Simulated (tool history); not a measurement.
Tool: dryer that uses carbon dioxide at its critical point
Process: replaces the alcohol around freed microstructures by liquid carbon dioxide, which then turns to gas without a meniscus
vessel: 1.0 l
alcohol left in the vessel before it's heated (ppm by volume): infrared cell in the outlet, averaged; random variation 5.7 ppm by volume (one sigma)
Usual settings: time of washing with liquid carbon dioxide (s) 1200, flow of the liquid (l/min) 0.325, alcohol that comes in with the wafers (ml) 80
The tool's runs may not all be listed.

| run | day | time of washing with liquid carbon dioxide (s) | flow of the liquid (l/min) | alcohol that comes in with the wafers (ml) | alcohol left in the vessel before it's heated (ppm by volume) |
|---|---|---|---|---|---|
| 1 | 0.000 | 1200 | 0.325 | 80 | 419 |
| 2 | 2.029 | 1200 | 0.325 | 80 | 434 |
| 3 | 3.958 | 1200 | 0.325 | 80 | 455 |
| 4 | 6.033 | 1200 | 0.325 | 80 | 470 |
| 5 | 7.267 | 1200 | 0.325 | 80 | 483 |
| 6 | 8.638 | 1200 | 0.325 | 80 | 498 |
| 7 | 10.292 | 1200 | 0.325 | 80 | 525 |
| 8 | 11.625 | 1200 | 0.325 | 80 | 550 |
| 9 | 13.946 | 1200 | 0.429 | 80 | 206 |
|  | 15.029 | purifier's bed changed |
| 10 | 16.204 | 1200 | 0.429 | 80 | 112 |
| 11 | 18.042 | 1200 | 0.429 | 80 | 109 |
| 12 | 19.692 | 1200 | 0.325 | 79 | 535 |
| 13 | 20.742 | 1200 | 0.325 | 80 | 567 |
|  | 21.792 | inlet filter changed |
| 14 | 21.858 | 1200 | 0.325 | 80 | 198 |
| 15 | 23.808 | 1200 | 0.325 | 92 | 237 |
| 16 | 25.675 | 1200 | 0.326 | 92 | 239 |
| 17 | 27.900 | 1200 | 0.326 | 92 | 263 |
| 18 | 29.254 | 1740 | 0.326 | 92 | 40 |
| 19 | 30.600 | 1740 | 0.322 | 68 | 52 |
| 20 | 32.296 | 1740 | 0.322 | 68 | 50 |
| 21 | 34.533 | 1740 | 0.322 | 68 | 52 |
| 22 | 36.542 | 1260 | 0.290 | 68 | 350 |
| 23 | 38.588 | 1260 | 0.290 | 68 | 374 |
| 24 | 39.550 | 1680 | 0.325 | 116 | 86 |
| 25 | 41.000 | 1920 | 0.306 | 80 | 63 |
| 26 | 42.121 | 900 | 0.413 | 80 | 472 |
| 27 | 43.917 | 840 | 0.277 | 80 | 3021 |
| 28 | 46.150 | 960 | 0.277 | 33 | 840 |
| 29 | 47.567 | 1080 | 0.277 | 33 | 557 |
| 30 | 49.925 | 1620 | 0.221 | 96 | 737 |
| 31 | 51.354 | 1620 | 0.221 | 96 | 763 |
| 32 | 52.579 | 1380 | 0.295 | 62 | 305 |
| 33 | 53.817 | 1380 | 0.295 | 62 | 320 |
| 34 | 55.175 | 1200 | 0.393 | 33 | 132 |
| 35 | 57.004 | 1200 | 0.393 | 33 | 133 |

Forecast each of these 5 alternatives for the next run:
| A | 58.142 | 1140 | 0.472 | 80 | ? |
| B | 58.142 | 1200 | 0.207 | 98 | ? |
| C | 58.142 | 1200 | 0.302 | 33 | ? |
| D | 58.142 | 1320 | 0.232 | 80 | ? |
| E | 58.142 | 720 | 0.263 | 22 | ? |

| run | alcohol left in the vessel before it's heated (ppm by volume) |
|---|---|
| A | 145 |
| B | 3597 |
| C | 345 |
| D | 1393 |
| E | 1869 |
Without the tool's hidden state the same runs would have given:
| run | alcohol left in the vessel before it's heated (ppm by volume) |
|---|---|
| A | 26 |
| B | 1873 |
| C | 118 |
| D | 606 |
| E | 1120 |

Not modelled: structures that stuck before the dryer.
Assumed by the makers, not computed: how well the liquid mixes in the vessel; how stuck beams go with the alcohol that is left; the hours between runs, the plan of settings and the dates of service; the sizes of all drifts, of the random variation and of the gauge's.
